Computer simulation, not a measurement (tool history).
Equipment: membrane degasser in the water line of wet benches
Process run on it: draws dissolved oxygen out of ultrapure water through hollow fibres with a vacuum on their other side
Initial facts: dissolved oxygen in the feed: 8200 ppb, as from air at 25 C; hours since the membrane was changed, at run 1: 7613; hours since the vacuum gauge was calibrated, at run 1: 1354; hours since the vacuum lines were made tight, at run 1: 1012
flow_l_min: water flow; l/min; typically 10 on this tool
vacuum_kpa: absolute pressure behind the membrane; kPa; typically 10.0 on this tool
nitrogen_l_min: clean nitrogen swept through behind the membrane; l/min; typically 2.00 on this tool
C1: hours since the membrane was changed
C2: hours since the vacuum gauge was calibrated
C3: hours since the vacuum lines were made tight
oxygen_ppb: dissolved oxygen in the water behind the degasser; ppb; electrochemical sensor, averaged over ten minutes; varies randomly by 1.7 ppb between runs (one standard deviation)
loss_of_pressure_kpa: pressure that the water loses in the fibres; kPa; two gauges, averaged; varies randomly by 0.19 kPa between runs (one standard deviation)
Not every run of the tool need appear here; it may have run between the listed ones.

{"run": 1, "hour": 0.0, "flow_l_min": 10, "vacuum_kpa": 10.0, "nitrogen_l_min": 2.0, "C1": 7613, "C2": 1354, "C3": 1012, "oxygen_ppb": 200.3, "loss_of_pressure_kpa": 40.99}
{"run": 2, "hour": 107.0, "flow_l_min": 10, "vacuum_kpa": 10.0, "nitrogen_l_min": 2.0, "C1": 7721, "C2": 1461, "C3": 1119, "oxygen_ppb": 205.6, "loss_of_pressure_kpa": 40.91}
{"run": 3, "hour": 195.5, "flow_l_min": 10, "vacuum_kpa": 10.0, "nitrogen_l_min": 2.0, "C1": 7809, "C2": 1549, "C3": 1207, "oxygen_ppb": 202.8, "loss_of_pressure_kpa": 40.92}
{"run": 4, "hour": 317.6, "flow_l_min": 10, "vacuum_kpa": 10.0, "nitrogen_l_min": 2.0, "C1": 7931, "C2": 1671, "C3": 1329, "oxygen_ppb": 204.5, "loss_of_pressure_kpa": 41.1}
{"run": 5, "hour": 465.9, "flow_l_min": 10, "vacuum_kpa": 10.0, "nitrogen_l_min": 2.0, "C1": 8079, "C2": 1820, "C3": 1478, "oxygen_ppb": 207.2, "loss_of_pressure_kpa": 41.08}
{"run": 6, "hour": 644.8, "flow_l_min": 10, "vacuum_kpa": 10.0, "nitrogen_l_min": 2.0, "C1": 8258, "C2": 1999, "C3": 1656, "oxygen_ppb": 209.1, "loss_of_pressure_kpa": 41.35}
{"run": 7, "hour": 761.3, "flow_l_min": 10, "vacuum_kpa": 10.0, "nitrogen_l_min": 2.0, "C1": 8375, "C2": 2115, "C3": 1773, "oxygen_ppb": 204.7, "loss_of_pressure_kpa": 41.25}
{"run": 8, "hour": 879.3, "flow_l_min": 10, "vacuum_kpa": 10.0, "nitrogen_l_min": 2.0, "C1": 8493, "C2": 2233, "C3": 1891, "oxygen_ppb": 215.8, "loss_of_pressure_kpa": 41.33}
{"run": 9, "hour": 1014.9, "flow_l_min": 10, "vacuum_kpa": 10.0, "nitrogen_l_min": 2.0, "C1": 8628, "C2": 2369, "C3": 2026, "oxygen_ppb": 210.8, "loss_of_pressure_kpa": 41.18}
{"run": 10, "hour": 1121.5, "flow_l_min": 10, "vacuum_kpa": 10.0, "nitrogen_l_min": 2.0, "C1": 8735, "C2": 2475, "C3": 2133, "oxygen_ppb": 211.0, "loss_of_pressure_kpa": 41.31}
{"run": 11, "hour": 1246.7, "flow_l_min": 10, "vacuum_kpa": 10.0, "nitrogen_l_min": 2.0, "C1": 8860, "C2": 2601, "C3": 2258, "oxygen_ppb": 212.6, "loss_of_pressure_kpa": 41.26}
{"run": 12, "hour": 1408.9, "flow_l_min": 10, "vacuum_kpa": 10.0, "nitrogen_l_min": 2.13, "C1": 9022, "C2": 2763, "C3": 2420, "oxygen_ppb": 212.9, "loss_of_pressure_kpa": 41.43}
{"run": 13, "hour": 1519.4, "flow_l_min": 10, "vacuum_kpa": 10.0, "nitrogen_l_min": 2.0, "C1": 9133, "C2": 2873, "C3": 2531, "oxygen_ppb": 215.2, "loss_of_pressure_kpa": 41.86}
{"run": 14, "hour": 1678.6, "flow_l_min": 10, "vacuum_kpa": 10.0, "nitrogen_l_min": 2.0, "C1": 9292, "C2": 3032, "C3": 2690, "oxygen_ppb": 216.5, "loss_of_pressure_kpa": 41.81}
{"run": 15, "hour": 1828.5, "flow_l_min": 10, "vacuum_kpa": 6.9, "nitrogen_l_min": 2.0, "C1": 9442, "C2": 3182, "C3": 2840, "oxygen_ppb": 181.3, "loss_of_pressure_kpa": 42.07}
{"run": 16, "hour": 1976.1, "flow_l_min": 10, "vacuum_kpa": 7.0, "nitrogen_l_min": 2.0, "C1": 9590, "C2": 3330, "C3": 2988, "oxygen_ppb": 181.7, "loss_of_pressure_kpa": 42.03}
{"hour": 2003.2, "done": "vacuum gauge calibrated"}
{"run": 17, "hour": 2118.4, "flow_l_min": 10, "vacuum_kpa": 7.0, "nitrogen_l_min": 2.0, "C1": 9731, "C2": 115, "C3": 3130, "oxygen_ppb": 182.0, "loss_of_pressure_kpa": 41.72}
{"run": 18, "hour": 2222.7, "flow_l_min": 11, "vacuum_kpa": 10.0, "nitrogen_l_min": 2.0, "C1": 9836, "C2": 220, "C3": 3234, "oxygen_ppb": 241.7, "loss_of_pressure_kpa": 46.33}
{"run": 19, "hour": 2427.1, "flow_l_min": 16, "vacuum_kpa": 10.0, "nitrogen_l_min": 2.0, "C1": 10040, "C2": 424, "C3": 3438, "oxygen_ppb": 363.2, "loss_of_pressure_kpa": 67.12}
{"run": 20, "hour": 2527.2, "flow_l_min": 10, "vacuum_kpa": 7.8, "nitrogen_l_min": 1.8, "C1": 10140, "C2": 524, "C3": 3538, "oxygen_ppb": 202.2, "loss_of_pressure_kpa": 41.79}
{"run": 21, "hour": 2689.1, "flow_l_min": 10, "vacuum_kpa": 11.6, "nitrogen_l_min": 2.0, "C1": 10302, "C2": 686, "C3": 3700, "oxygen_ppb": 240.4, "loss_of_pressure_kpa": 42.24}
{"run": 22, "hour": 2874.2, "flow_l_min": 10, "vacuum_kpa": 9.6, "nitrogen_l_min": 0.82, "C1": 10487, "C2": 871, "C3": 3885, "oxygen_ppb": 322.1, "loss_of_pressure_kpa": 41.79}

What does the tool deliver on the next run?
{"run": 23, "hour": 2995.7, "flow_l_min": 10, "vacuum_kpa": 9.6, "nitrogen_l_min": 4.14, "C1": 10609, "C2": 992, "C3": 4007, "oxygen_ppb": "?", "loss_of_pressure_kpa": "?"}

oxygen_ppb: 178.8 ppb
loss_of_pressure_kpa: 42.40 kPa
On a tool with no hidden condition, and with the same random variation, this run would have come out at oxygen_ppb 119.2 ppb, loss_of_pressure_kpa 37.43 kPa.
